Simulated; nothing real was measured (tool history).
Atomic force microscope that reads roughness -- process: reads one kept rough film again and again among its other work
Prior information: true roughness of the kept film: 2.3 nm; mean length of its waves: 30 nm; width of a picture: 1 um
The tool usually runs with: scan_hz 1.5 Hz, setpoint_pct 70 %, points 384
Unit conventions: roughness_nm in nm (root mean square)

run,day,scan_hz,setpoint_pct,points,roughness_nm
1,0,1.5,70,384,1.929
2,0.529,1.5,70,384,1.907
3,1.046,1.5,70,384,1.887
4,1.317,1.5,70,384,1.879
5,1.883,1.5,70,384,1.839
6,2.512,1.5,70,384,1.818
7,3.004,1.5,70,384,1.79
8,3.508,1,70,384,1.808
9,4.138,1,70,384,1.775
10,4.721,1,70,384,1.752
11,5.125,1,70,384,1.743
12,5.388,1,70,384,1.735
13,5.946,1,70,889,1.724
14,6.421,1.5,85,384,1.597
15,6.779,1.5,85,384,1.578
16,7.175,1.5,85,384,1.563
17,7.475,1.83,74,291,1.582
18,7.983,1.5,87,286,1.529
19,8.467,2.19,73,470,1.907
20,8.775,1.5,61,507,1.998
21,9.229,1.5,61,507,1.977
22,9.696,2.84,61,507,1.916
23,10.196,2.84,79,813,1.743
24,10.725,1.5,70,381,1.869
25,10.996,0.91,55,402,1.896
26,11.308,0.91,55,402,1.9
27,11.688,2.45,70,384,1.778
28,11.992,2.45,70,384,1.768
29,12.429,1.5,90,501,1.68
30,12.888,0.96,57,685,1.846
31,13.338,3.54,77,430,1.588

Not shown here: 3 entries made in the log between runs. Locate each between two listed runs and compare the hidden state at the listed run before it with the hidden state at the listed run after it:
Run 15 -> run 16: height scale calibrated on a step standard (day 6.879)
  radius of the tip, nm: 31 -> 32; height scale over the true one, %: -0.42 -> -0.58
  measured value less the no-hidden-state value, roughness_nm: -0.312 -> -0.327 nm (root mean square)
Run 18 -> run 19: height scale calibrated on a step standard, once more (day 8.129); new tip fitted (day 8.333)
  radius of the tip, nm: 34.3 -> 10.9; height scale over the true one, %: -0.59 -> -0.03
  measured value less the no-hidden-state value, roughness_nm: -0.349 -> -0.016 nm (root mean square)
